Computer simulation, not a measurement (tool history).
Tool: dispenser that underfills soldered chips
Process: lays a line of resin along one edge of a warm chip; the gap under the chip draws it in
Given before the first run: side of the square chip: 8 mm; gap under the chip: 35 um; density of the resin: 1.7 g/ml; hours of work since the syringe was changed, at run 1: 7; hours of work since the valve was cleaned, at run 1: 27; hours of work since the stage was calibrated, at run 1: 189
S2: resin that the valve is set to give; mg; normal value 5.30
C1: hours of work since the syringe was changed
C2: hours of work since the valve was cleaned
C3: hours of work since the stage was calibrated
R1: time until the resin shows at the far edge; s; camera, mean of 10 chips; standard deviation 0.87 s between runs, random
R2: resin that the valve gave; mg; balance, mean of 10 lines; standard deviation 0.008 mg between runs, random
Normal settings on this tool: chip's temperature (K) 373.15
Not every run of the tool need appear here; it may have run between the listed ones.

run 1 hour=0.0 | chip's_temperature_(K)=373.15 S2=5.30 | C1=7 C2=27 C3=189 | R1=101.4 R2=5.240
-- hour=6.2 new syringe of resin
run 2 hour=10.5 | chip's_temperature_(K)=373.15 S2=5.02 | C1=3 C2=35 C3=196 | R1=92.5 R2=4.948
run 3 hour=20.2 | chip's_temperature_(K)=373.15 S2=5.02 | C1=10 C2=41 C3=203 | R1=115.0 R2=4.940
-- hour=21.9 new syringe of resin
run 4 hour=28.9 | chip's_temperature_(K)=373.15 S2=5.02 | C1=5 C2=47 C3=209 | R1=94.4 R2=4.937
-- hour=36.9 new syringe of resin
run 5 hour=41.2 | chip's_temperature_(K)=373.15 S2=5.02 | C1=3 C2=56 C3=218 | R1=92.3 R2=4.904
-- hour=52.6 new syringe of resin
run 6 hour=57.0 | chip's_temperature_(K)=373.15 S2=5.02 | C1=3 C2=67 C3=228 | R1=92.0 R2=4.894
-- hour=67.0 dispensing valve cleaned and set on the balance
run 7 hour=67.8 | chip's_temperature_(K)=373.15 S2=5.02 | C1=10 C2=1 C3=235 | R1=115.6 R2=5.027
-- hour=69.0 new syringe of resin
run 8 hour=77.2 | chip's_temperature_(K)=362.15 S2=6.60 | C1=6 C2=7 C3=242 | R1=138.1 R2=6.588
-- hour=84.6 new syringe of resin
run 9 hour=94.8 | chip's_temperature_(K)=362.15 S2=6.60 | C1=7 C2=19 C3=254 | R1=143.9 R2=6.571
-- hour=99.8 new syringe of resin
run 10 hour=106.9 | chip's_temperature_(K)=358.15 S2=6.04 | C1=5 C2=28 C3=262 | R1=159.7 R2=5.989
-- hour=115.7 new syringe of resin
run 11 hour=120.8 | chip's_temperature_(K)=371.15 S2=5.46 | C1=4 C2=37 C3=272 | R1=95.5 R2=5.407
-- hour=130.8 new syringe of resin
run 12 hour=137.8 | chip's_temperature_(K)=359.15 S2=6.66 | C1=5 C2=49 C3=284 | R1=148.3 R2=6.568

What if the next run were any one of these 3? Each begins from the tool's condition after run 12:
-- hour=146.5 new syringe of resin
run A hour=149.9 | chip's_temperature_(K)=386.15 S2=5.07 | C1=2 C2=57 C3=292 | R1=? R2=?
-- hour=146.5 new syringe of resin
run B hour=149.9 | chip's_temperature_(K)=359.15 S2=6.20 | C1=2 C2=57 C3=292 | R1=? R2=?
-- hour=146.5 new syringe of resin
run C hour=149.9 | chip's_temperature_(K)=373.15 S2=6.66 | C1=2 C2=57 C3=292 | R1=? R2=?

run=A R1=56.8 R2=4.978
run=B R1=142.0 R2=6.097
run=C R1=85.2 R2=6.558
Without the tool's unlogged condition, the same runs would have read:
run=A R1=52.8 R2=5.065
run=B R1=133.0 R2=6.204
run=C R1=79.7 R2=6.673
